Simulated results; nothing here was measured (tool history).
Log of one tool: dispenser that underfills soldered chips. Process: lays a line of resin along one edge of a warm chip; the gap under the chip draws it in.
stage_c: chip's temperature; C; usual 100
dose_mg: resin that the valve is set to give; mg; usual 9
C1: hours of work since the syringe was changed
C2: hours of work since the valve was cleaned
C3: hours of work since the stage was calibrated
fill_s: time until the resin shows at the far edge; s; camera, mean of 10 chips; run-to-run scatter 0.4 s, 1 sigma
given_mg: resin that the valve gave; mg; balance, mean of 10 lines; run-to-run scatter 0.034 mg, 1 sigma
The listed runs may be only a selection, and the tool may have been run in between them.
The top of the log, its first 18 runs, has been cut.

{"run": 19, "hour": 123.3, "stage_c": 102, "dose_mg": 8.78, "C1": 4, "C2": 129, "C3": 290, "fill_s": 32.4, "given_mg": 8.22}
{"run": 20, "hour": 129.8, "stage_c": 96, "dose_mg": 7.65, "C1": 8, "C2": 133, "C3": 295, "fill_s": 54.1, "given_mg": 7.08}
{"hour": 133.0, "done": "new syringe of resin"}
{"run": 21, "hour": 133.8, "stage_c": 96, "dose_mg": 7.65, "C1": 1, "C2": 136, "C3": 297, "fill_s": 33.2, "given_mg": 7.03}
{"hour": 137.2, "done": "dispensing valve cleaned and set on the balance"}
{"run": 22, "hour": 142.5, "stage_c": 96, "dose_mg": 7.65, "C1": 6, "C2": 4, "C3": 302, "fill_s": 45.1, "given_mg": 7.65}
{"run": 23, "hour": 147.0, "stage_c": 106, "dose_mg": 9.48, "C1": 9, "C2": 7, "C3": 305, "fill_s": 38.9, "given_mg": 9.46}
{"hour": 149.6, "done": "new syringe of resin"}
{"run": 24, "hour": 153.1, "stage_c": 90, "dose_mg": 10.69, "C1": 2, "C2": 11, "C3": 309, "fill_s": 44.4, "given_mg": 10.64}
{"run": 25, "hour": 158.7, "stage_c": 90, "dose_mg": 10.69, "C1": 6, "C2": 14, "C3": 313, "fill_s": 56.8, "given_mg": 10.66}
{"run": 26, "hour": 162.3, "stage_c": 90, "dose_mg": 10.69, "C1": 9, "C2": 17, "C3": 316, "fill_s": 67, "given_mg": 10.55}
{"hour": 165.0, "done": "new syringe of resin"}
{"run": 27, "hour": 167.0, "stage_c": 85, "dose_mg": 8.88, "C1": 1, "C2": 20, "C3": 319, "fill_s": 50.9, "given_mg": 8.79}
{"run": 28, "hour": 174.7, "stage_c": 85, "dose_mg": 8.88, "C1": 7, "C2": 25, "C3": 324, "fill_s": 70, "given_mg": 8.68}
{"hour": 180.2, "done": "new syringe of resin"}
{"run": 29, "hour": 180.5, "stage_c": 108, "dose_mg": 10.34, "C1": 0, "C2": 29, "C3": 328, "fill_s": 20, "given_mg": 10.14}
{"run": 30, "hour": 186.0, "stage_c": 101, "dose_mg": 7.85, "C1": 4, "C2": 33, "C3": 331, "fill_s": 35, "given_mg": 7.71}
{"run": 31, "hour": 193.5, "stage_c": 97, "dose_mg": 10.15, "C1": 9, "C2": 38, "C3": 337, "fill_s": 52.5, "given_mg": 9.9}
{"hour": 195.6, "done": "new syringe of resin"}
{"run": 32, "hour": 199.6, "stage_c": 97, "dose_mg": 10.15, "C1": 3, "C2": 42, "C3": 340, "fill_s": 33.8, "given_mg": 9.92}
{"run": 33, "hour": 203.9, "stage_c": 92, "dose_mg": 10.27, "C1": 6, "C2": 45, "C3": 343, "fill_s": 52, "given_mg": 10.03}
{"hour": 211.1, "done": "new syringe of resin"}
{"run": 34, "hour": 211.7, "stage_c": 92, "dose_mg": 10.27, "C1": 0, "C2": 50, "C3": 349, "fill_s": 37.8, "given_mg": 9.89}
{"run": 35, "hour": 219.3, "stage_c": 108, "dose_mg": 10.95, "C1": 6, "C2": 55, "C3": 354, "fill_s": 29.8, "given_mg": 10.54}

Predict each of these 5 candidate next runs independently; none follows another, all start after run 35:
{"run": "A", "hour": 224.1, "stage_c": 112, "dose_mg": 7.73, "C1": 9, "C2": 58, "C3": 357, "fill_s": "?", "given_mg": "?"}
{"run": "B", "hour": 224.1, "stage_c": 113, "dose_mg": 10.95, "C1": 9, "C2": 58, "C3": 357, "fill_s": "?", "given_mg": "?"}
{"run": "C", "hour": 224.1, "stage_c": 108, "dose_mg": 9, "C1": 9, "C2": 58, "C3": 357, "fill_s": "?", "given_mg": "?"}
{"run": "D", "hour": 224.1, "stage_c": 106, "dose_mg": 9, "C1": 9, "C2": 58, "C3": 357, "fill_s": "?", "given_mg": "?"}
{"run": "E", "hour": 224.1, "stage_c": 100, "dose_mg": 9.55, "C1": 9, "C2": 58, "C3": 357, "fill_s": "?", "given_mg": "?"}

run=A fill_s=34.2 given_mg=7.46
run=B fill_s=31.5 given_mg=10.53
run=C fill_s=37.6 given_mg=8.7
run=D fill_s=39.4 given_mg=8.67
run=E fill_s=49.5 given_mg=9.18
With no hidden state in the tool, these same runs would have given:
run=A fill_s=18.2 given_mg=7.74
run=B fill_s=16.9 given_mg=10.93
run=C fill_s=19.9 given_mg=9.03
run=D fill_s=20.7 given_mg=9
run=E fill_s=25.9 given_mg=9.53
